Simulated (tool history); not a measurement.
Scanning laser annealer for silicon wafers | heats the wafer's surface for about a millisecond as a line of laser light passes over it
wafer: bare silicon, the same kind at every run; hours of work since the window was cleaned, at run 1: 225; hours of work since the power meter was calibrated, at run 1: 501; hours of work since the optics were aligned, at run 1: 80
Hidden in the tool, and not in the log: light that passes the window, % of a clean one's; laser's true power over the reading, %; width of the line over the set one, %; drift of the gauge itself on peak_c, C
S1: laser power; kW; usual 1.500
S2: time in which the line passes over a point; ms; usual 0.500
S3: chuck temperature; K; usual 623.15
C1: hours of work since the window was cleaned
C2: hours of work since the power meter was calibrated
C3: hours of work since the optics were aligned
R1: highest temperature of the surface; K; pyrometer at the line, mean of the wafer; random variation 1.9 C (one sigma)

{"run": 1, "hour": 0.0, "S1": 1.5, "S2": 0.5, "S3": 623.15, "C1": 225, "C2": 501, "C3": 80, "R1": 1385.15}
{"run": 2, "hour": 20.7, "S1": 1.5, "S2": 0.5, "S3": 623.15, "C1": 235, "C2": 511, "C3": 90, "R1": 1384.15}
{"run": 3, "hour": 44.0, "S1": 1.597, "S2": 0.5, "S3": 623.15, "C1": 245, "C2": 522, "C3": 100, "R1": 1451.15}
{"run": 4, "hour": 72.6, "S1": 1.5, "S2": 0.44, "S3": 623.15, "C1": 259, "C2": 535, "C3": 114, "R1": 1325.15}
{"run": 5, "hour": 109.1, "S1": 1.5, "S2": 0.44, "S3": 623.15, "C1": 276, "C2": 552, "C3": 131, "R1": 1326.15}
{"run": 6, "hour": 138.8, "S1": 1.5, "S2": 0.44, "S3": 623.15, "C1": 290, "C2": 566, "C3": 145, "R1": 1322.15}
{"run": 7, "hour": 175.4, "S1": 1.5, "S2": 0.44, "S3": 623.15, "C1": 307, "C2": 583, "C3": 162, "R1": 1318.15}
{"hour": 180.9, "done": "window over the wafer cleaned"}
{"run": 8, "hour": 213.5, "S1": 1.5, "S2": 0.44, "S3": 623.15, "C1": 15, "C2": 600, "C3": 178, "R1": 1305.15}
{"run": 9, "hour": 233.4, "S1": 1.624, "S2": 0.44, "S3": 650.15, "C1": 24, "C2": 609, "C3": 188, "R1": 1408.15}
{"run": 10, "hour": 250.9, "S1": 1.624, "S2": 0.44, "S3": 585.15, "C1": 33, "C2": 617, "C3": 196, "R1": 1341.15}
{"run": 11, "hour": 283.4, "S1": 1.624, "S2": 0.612, "S3": 638.15, "C1": 48, "C2": 632, "C3": 211, "R1": 1554.15}
{"run": 12, "hour": 316.3, "S1": 1.624, "S2": 0.612, "S3": 638.15, "C1": 63, "C2": 648, "C3": 226, "R1": 1553.15}
{"run": 13, "hour": 336.0, "S1": 1.624, "S2": 0.384, "S3": 638.15, "C1": 72, "C2": 657, "C3": 235, "R1": 1331.15}
{"hour": 356.7, "done": "window over the wafer cleaned, once more"}
{"run": 14, "hour": 363.9, "S1": 1.624, "S2": 0.384, "S3": 638.15, "C1": 3, "C2": 669, "C3": 247, "R1": 1396.15}

4 ways to go on from here, each from the tool as it stands after run 14. What would each give?
{"run": "A", "hour": 401.0, "S1": 1.624, "S2": 0.384, "S3": 657.15, "C1": 21, "C2": 686, "C3": 265, "R1": "?"}
{"run": "B", "hour": 401.0, "S1": 1.52, "S2": 0.5, "S3": 623.15, "C1": 21, "C2": 686, "C3": 265, "R1": "?"}
{"run": "C", "hour": 401.0, "S1": 1.503, "S2": 0.451, "S3": 638.15, "C1": 21, "C2": 686, "C3": 265, "R1": "?"}
{"run": "D", "hour": 401.0, "S1": 1.557, "S2": 0.585, "S3": 623.15, "C1": 21, "C2": 686, "C3": 265, "R1": "?"}

run=A R1=1410.15
run=B R1=1432.15
run=C R1=1389.15
run=D R1=1537.15
Without the tool's hidden state the same runs would have given:
run=A R1=1416.15
run=B R1=1438.15
run=C R1=1395.15
run=D R1=1544.15
